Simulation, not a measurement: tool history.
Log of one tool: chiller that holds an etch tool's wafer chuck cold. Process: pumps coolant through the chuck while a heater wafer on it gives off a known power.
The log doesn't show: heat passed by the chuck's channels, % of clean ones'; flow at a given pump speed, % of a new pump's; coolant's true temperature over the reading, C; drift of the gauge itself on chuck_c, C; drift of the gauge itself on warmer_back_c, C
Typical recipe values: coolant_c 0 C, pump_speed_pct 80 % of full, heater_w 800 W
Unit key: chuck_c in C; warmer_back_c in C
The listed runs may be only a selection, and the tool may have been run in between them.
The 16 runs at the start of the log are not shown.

run	hour	coolant_c	pump_speed_pct	heater_w	hours since the coolant was changed and the channels were flushed	hours since the pump was overhauled	hours since the chiller's thermometer was calibrated	chuck_c	warmer_back_c
17	1461.6	-3	71	674	6831	5950	2756	3.05	3.21
18	1532.8	-8	80	925	6902	6021	2827	-0.34	3.88
19	1592.4	0	80	450	6962	6081	2887	4.02	1.89
20	1703.2	0	80	450	7073	6191	2998	4.01	1.97
21	1758.6	0	61	1043	7128	6247	3053	10.24	5.70
22	1828.4	10	75	689	7198	6317	3123	16.08	3.09
23	1939.2	10	75	689	7309	6427	3234	16.08	3.08
24	1997.2	-8	86	689	7367	6485	3292	-2.42	2.67
25	2111.5	5	72	800	7481	6600	3406	12.25	3.69
26	2158.6	5	72	800	7528	6647	3453	12.27	3.68
27	2235.4	-6	80	800	7605	6724	3530	0.80	3.33
28	2331.0	3	95	800	7701	6819	3626	9.05	2.84
29	2435.6	-8	63	800	7805	6924	3730	-0.21	4.29
30	2482.5	-8	63	800	7852	6971	3777	-0.08	4.25
31	2593.4	-6	80	791	7963	7082	3888	0.83	3.31

Consider 5 possible next runs. They are alternatives, not a sequence: every one starts from the tool as it was left by run 31. What does each give?
# hour 2602.1: gauge calibrated
A	2662.5	6	67	791	8032	7151	3957	?	?
# hour 2602.1: gauge calibrated
B	2662.5	-9	100	1178	8032	7151	3957	?	?
# hour 2602.1: gauge calibrated
C	2662.5	-6	87	1142	8032	7151	3957	?	?
# hour 2602.1: gauge calibrated
D	2662.5	-3	80	494	8032	7151	3957	?	?
# hour 2602.1: gauge calibrated
E	2662.5	8	80	800	8032	7151	3957	?	?

run	chuck_c	warmer_back_c
A	13.03	3.89
B	-0.82	3.93
C	2.83	4.35
D	0.96	2.02
E	14.31	3.33
Had the tool no hidden state, the same runs would have come out as:
run	chuck_c	warmer_back_c
A	13.01	3.88
B	-0.85	3.92
C	2.79	4.34
D	0.95	2.01
E	14.29	3.32

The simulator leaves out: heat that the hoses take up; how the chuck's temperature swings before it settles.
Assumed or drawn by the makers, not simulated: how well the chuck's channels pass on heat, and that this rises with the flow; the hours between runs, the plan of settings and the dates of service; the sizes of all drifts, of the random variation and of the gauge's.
